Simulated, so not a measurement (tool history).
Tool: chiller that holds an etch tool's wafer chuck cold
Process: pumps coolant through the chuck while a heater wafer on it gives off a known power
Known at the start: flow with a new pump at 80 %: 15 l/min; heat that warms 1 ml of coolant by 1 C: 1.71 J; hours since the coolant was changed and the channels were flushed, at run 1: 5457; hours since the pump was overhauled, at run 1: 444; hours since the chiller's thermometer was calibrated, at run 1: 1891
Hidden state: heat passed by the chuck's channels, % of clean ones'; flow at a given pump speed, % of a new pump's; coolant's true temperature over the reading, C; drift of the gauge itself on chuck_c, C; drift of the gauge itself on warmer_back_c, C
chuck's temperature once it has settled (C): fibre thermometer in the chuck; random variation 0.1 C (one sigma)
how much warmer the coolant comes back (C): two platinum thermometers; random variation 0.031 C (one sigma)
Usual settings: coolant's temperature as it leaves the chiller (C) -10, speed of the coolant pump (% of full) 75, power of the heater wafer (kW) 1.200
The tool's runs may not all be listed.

run,hour,coolant's temperature as it leaves the chiller (C),speed of the coolant pump (% of full),power of the heater wafer (kW),hours since the coolant was changed and the channels were flushed,hours since the pump was overhauled,hours since the chiller's thermometer was calibrated,chuck's temperature once it has settled (C),how much warmer the coolant comes back (C)
1,0.0,-10,75,1.200,5457,444,1891,-1.1,3.03
2,51.0,-10,75,1.200,5508,495,1942,-1.3,3.07
3,98.5,-10,75,1.200,5556,543,1989,-1.0,3.08
4,138.3,-10,75,1.200,5596,582,2029,-1.0,3.07
5,190.5,-10,75,1.786,5648,635,2081,3.4,4.58
6,224.6,-10,75,0.822,5682,669,2115,-3.9,2.18
7,255.3,-17,75,1.200,5713,700,2146,-7.9,3.11
8,297.8,-17,75,1.200,5755,742,2188,-8.0,3.17
9,338.8,-10,75,1.200,5796,783,2229,-1.1,3.16
10,378.1,-10,75,1.200,5835,822,2269,-1.1,3.25
11,407.8,-13,75,1.200,5865,852,2298,-4.2,3.23
12,448.7,-15,82,1.777,5906,893,2339,-2.9,4.26
13,491.3,-15,82,1.200,5948,935,2382,-6.8,2.96
14,532.1,-15,82,1.200,5989,976,2423,-6.6,3.02
15,559.0,-15,89,1.189,6016,1003,2450,-7.3,2.72
16,587.1,-15,83,0.677,6044,1031,2478,-10.4,1.79
17,625.6,-15,83,0.677,6083,1070,2516,-10.6,1.82
# hour 654.8: gauge calibrated
18,657.6,-9,76,1.004,6115,1102,2548,-1.3,2.52
19,686.8,-2,62,1.200,6144,1131,2578,8.4,3.66
20,716.9,-2,62,1.200,6174,1161,2608,8.5,3.74
21,747.8,-2,62,1.200,6205,1192,2638,8.3,3.70

Some steps in how much warmer the coolant comes back (C) between neighbouring runs. How much of each would the tool show without its hidden state too (settings, what came in, random variation), and how much is left for the hidden state, with any gauge scatter that isn't in both results?
Run 1 -> 2: no setting changed, nothing entered. how much warmer the coolant comes back (C) +0.04: hidden state +0.03, all else +0.01.
Run 4 -> 5: power of the heater wafer (kW) 1.200 -> 1.786. how much warmer the coolant comes back (C) +1.51: hidden state +0.03, all else +1.48.
Run 5 -> 6: power of the heater wafer (kW) 1.786 -> 0.822. how much warmer the coolant comes back (C) -2.40: hidden state +0.01, all else -2.41.
Run 17 -> 18: coolant's temperature as it leaves the chiller (C) -15 -> -9, speed of the coolant pump (% of full) 83 -> 76, power of the heater wafer (kW) 0.677 -> 1.004, gauge calibrated. how much warmer the coolant comes back (C) +0.70: hidden state -0.29, all else +0.99.
